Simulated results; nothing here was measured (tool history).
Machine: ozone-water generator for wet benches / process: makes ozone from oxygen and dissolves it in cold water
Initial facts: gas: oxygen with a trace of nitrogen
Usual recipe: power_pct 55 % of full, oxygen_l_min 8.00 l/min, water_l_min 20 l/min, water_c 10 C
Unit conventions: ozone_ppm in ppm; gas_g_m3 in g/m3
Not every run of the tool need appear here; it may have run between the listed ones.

run 1 hour=0.0 | power_pct=55 oxygen_l_min=8.00 water_l_min=20 water_c=10 | ozone_ppm=20.8 gas_g_m3=137.2
run 2 hour=141.5 | power_pct=55 oxygen_l_min=8.00 water_l_min=20 water_c=10 | ozone_ppm=20.5 gas_g_m3=138.6
run 3 hour=278.2 | power_pct=55 oxygen_l_min=8.00 water_l_min=20 water_c=10 | ozone_ppm=20.9 gas_g_m3=135.9
run 4 hour=371.8 | power_pct=55 oxygen_l_min=8.00 water_l_min=12 water_c=10 | ozone_ppm=27.9 gas_g_m3=135.3
run 5 hour=488.0 | power_pct=55 oxygen_l_min=8.00 water_l_min=12 water_c=10 | ozone_ppm=28.0 gas_g_m3=136.5
run 6 hour=579.3 | power_pct=55 oxygen_l_min=8.00 water_l_min=12 water_c=10 | ozone_ppm=27.9 gas_g_m3=136.6
run 7 hour=710.0 | power_pct=55 oxygen_l_min=8.68 water_l_min=20 water_c=10 | ozone_ppm=20.9 gas_g_m3=130.2
run 8 hour=772.5 | power_pct=55 oxygen_l_min=8.68 water_l_min=20 water_c=10 | ozone_ppm=20.8 gas_g_m3=131.4
run 9 hour=845.2 | power_pct=55 oxygen_l_min=8.68 water_l_min=20 water_c=10 | ozone_ppm=20.9 gas_g_m3=130.7
run 10 hour=945.6 | power_pct=55 oxygen_l_min=8.00 water_l_min=20 water_c=7 | ozone_ppm=22.1 gas_g_m3=137.2
run 11 hour=1083.5 | power_pct=55 oxygen_l_min=8.00 water_l_min=20 water_c=7 | ozone_ppm=21.6 gas_g_m3=137.3
run 12 hour=1193.5 | power_pct=55 oxygen_l_min=8.00 water_l_min=20 water_c=7 | ozone_ppm=22.2 gas_g_m3=137.1
run 13 hour=1343.5 | power_pct=55 oxygen_l_min=8.00 water_l_min=20 water_c=18 | ozone_ppm=18.2 gas_g_m3=136.3
run 14 hour=1465.1 | power_pct=55 oxygen_l_min=8.00 water_l_min=20 water_c=18 | ozone_ppm=18.3 gas_g_m3=136.2
run 15 hour=1555.0 | power_pct=55 oxygen_l_min=8.00 water_l_min=20 water_c=7 | ozone_ppm=22.0 gas_g_m3=136.9
run 16 hour=1682.7 | power_pct=55 oxygen_l_min=8.00 water_l_min=20 water_c=10 | ozone_ppm=20.5 gas_g_m3=136.4
run 17 hour=1810.7 | power_pct=55 oxygen_l_min=7.41 water_l_min=24 water_c=13 | ozone_ppm=17.5 gas_g_m3=142.0
run 18 hour=1900.7 | power_pct=55 oxygen_l_min=7.41 water_l_min=24 water_c=13 | ozone_ppm=17.7 gas_g_m3=143.8
run 19 hour=1997.7 | power_pct=95 oxygen_l_min=5.03 water_l_min=16 water_c=6 | ozone_ppm=43.1 gas_g_m3=295.2
run 20 hour=2129.9 | power_pct=55 oxygen_l_min=8.96 water_l_min=20 water_c=10 | ozone_ppm=20.5 gas_g_m3=128.2
run 21 hour=2231.7 | power_pct=63 oxygen_l_min=14.02 water_l_min=19 water_c=10 | ozone_ppm=22.7 gas_g_m3=113.0
run 22 hour=2352.3 | power_pct=63 oxygen_l_min=14.02 water_l_min=19 water_c=10 | ozone_ppm=22.4 gas_g_m3=113.0
run 23 hour=2479.2 | power_pct=53 oxygen_l_min=14.02 water_l_min=19 water_c=15 | ozone_ppm=17.3 gas_g_m3=96.8
-- hour=2504.3 contactor cleaned
run 24 hour=2591.1 | power_pct=47 oxygen_l_min=5.18 water_l_min=13 water_c=5 | ozone_ppm=26.8 gas_g_m3=152.6
run 25 hour=2673.0 | power_pct=55 oxygen_l_min=10.33 water_l_min=29 water_c=10 | ozone_ppm=16.1 gas_g_m3=118.5
run 26 hour=2823.4 | power_pct=55 oxygen_l_min=10.33 water_l_min=29 water_c=10 | ozone_ppm=16.0 gas_g_m3=117.2
-- hour=2870.2 water thermometer calibrated
run 27 hour=2953.1 | power_pct=55 oxygen_l_min=5.13 water_l_min=21 water_c=7 | ozone_ppm=21.1 gas_g_m3=176.5
run 28 hour=3034.2 | power_pct=55 oxygen_l_min=5.13 water_l_min=21 water_c=7 | ozone_ppm=21.0 gas_g_m3=177.5
run 29 hour=3188.4 | power_pct=55 oxygen_l_min=8.00 water_l_min=12 water_c=10 | ozone_ppm=28.0 gas_g_m3=136.2
run 30 hour=3266.7 | power_pct=90 oxygen_l_min=8.00 water_l_min=14 water_c=10 | ozone_ppm=40.7 gas_g_m3=214.1
run 31 hour=3355.4 | power_pct=53 oxygen_l_min=8.00 water_l_min=18 water_c=5 | ozone_ppm=23.3 gas_g_m3=132.8
run 32 hour=3488.2 | power_pct=55 oxygen_l_min=8.00 water_l_min=20 water_c=17 | ozone_ppm=18.6 gas_g_m3=137.4

3 ways to go on from here, each from the tool as it stands after run 32. What would each give?
run A hour=3642.7 | power_pct=55 oxygen_l_min=7.39 water_l_min=21 water_c=10 | ozone_ppm=? gas_g_m3=?
run B hour=3642.7 | power_pct=74 oxygen_l_min=8.00 water_l_min=20 water_c=10 | ozone_ppm=? gas_g_m3=?
run C hour=3642.7 | power_pct=55 oxygen_l_min=5.69 water_l_min=20 water_c=10 | ozone_ppm=? gas_g_m3=?

run=A ozone_ppm=20.2 gas_g_m3=143.1
run=B ozone_ppm=27.4 gas_g_m3=179.9
run=C ozone_ppm=21.0 gas_g_m3=167.0
Stripped of hidden state, with their random variation kept, the same runs would have yielded:
run=A ozone_ppm=20.2 gas_g_m3=143.2
run=B ozone_ppm=27.4 gas_g_m3=180.1
run=C ozone_ppm=21.1 gas_g_m3=167.1
